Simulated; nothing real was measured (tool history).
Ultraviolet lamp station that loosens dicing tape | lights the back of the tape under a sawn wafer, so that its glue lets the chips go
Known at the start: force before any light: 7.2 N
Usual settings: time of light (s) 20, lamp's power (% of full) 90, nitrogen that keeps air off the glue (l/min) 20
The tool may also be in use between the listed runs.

run	hour	time of light (s)	lamp's power (% of full)	nitrogen that keeps air off the glue (l/min)	force that peels the tape off (N)	light that reached the tape (mJ/cm2)
1	0	20	90	20	0.226	205
2	5.7	20	90	20	0.214	212
3	13.3	20	90	20	0.214	207
4	22.8	20	90	20	0.219	205
5	32.4	20	90	7	0.441	209
6	41	10	90	20	0.804	102
7	46.8	10	90	20	0.8	104
8	55.4	20	90	20	0.225	206
9	65.4	20	90	20	0.217	206
10	71.8	20	90	20	0.213	204
11	81.9	20	90	29	0.202	205
12	91	20	90	9	0.367	202
13	96	20	90	9	0.372	205
14	106.2	20	90	20	0.216	200
15	113.3	20	90	20	0.231	204
16	118.9	20	90	20	0.21	202
17	125.3	20	90	20	0.22	202
18	129.9	20	90	20	0.236	198
19	138	20	90	20	0.221	197
20	145.7	20	90	20	0.229	197
21	154.9	20	90	20	0.225	197
22	162.5	20	90	20	0.229	200
23	167	20	90	20	0.22	201
24	173.9	21	90	20	0.227	208
25	184	20	86	24	0.22	188
26	192.1	20	86	24	0.229	188
27	199.3	20	86	31	0.208	185
28	206.7	20	86	31	0.201	189
29	217	20	65	32	0.295	145
30	222.3	20	65	32	0.306	139
# hour 223.3: window cleaned of glue's vapour
31	228	25	63	8	0.604	168
32	237.9	25	63	7	0.643	171
33	243.6	20	90	7	0.506	197
34	247.9	20	90	7	0.518	189
# hour 253.3: window cleaned of glue's vapour, once more
35	257.1	20	86	20	0.249	193
36	262.8	20	86	20	0.245	189
37	272.8	30	90	20	0.175	299
38	277.2	30	90	20	0.169	297
39	284.4	14	96	24	0.357	150
40	288.7	14	96	24	0.333	147
41	294.6	14	75	24	0.58	114
42	302.9	14	75	12	0.945	117
43	313.1	32	82	11	0.191	284

Forecast each of these 4 alternatives for the next run:
A	323.2	28	82	11	?	?
B	323.2	30	69	20	?	?
C	323.2	36	100	24	?	?
D	323.2	18	76	13	?	?

run	force that peels the tape off (N)	light that reached the tape (mJ/cm2)
A	0.214	253
B	0.194	227
C	0.172	384
D	0.52	148
Without the tool's hidden state the same runs would have given:
run	force that peels the tape off (N)	light that reached the tape (mJ/cm2)
A	0.177	296
B	0.172	266
C	0.172	451
D	0.376	173
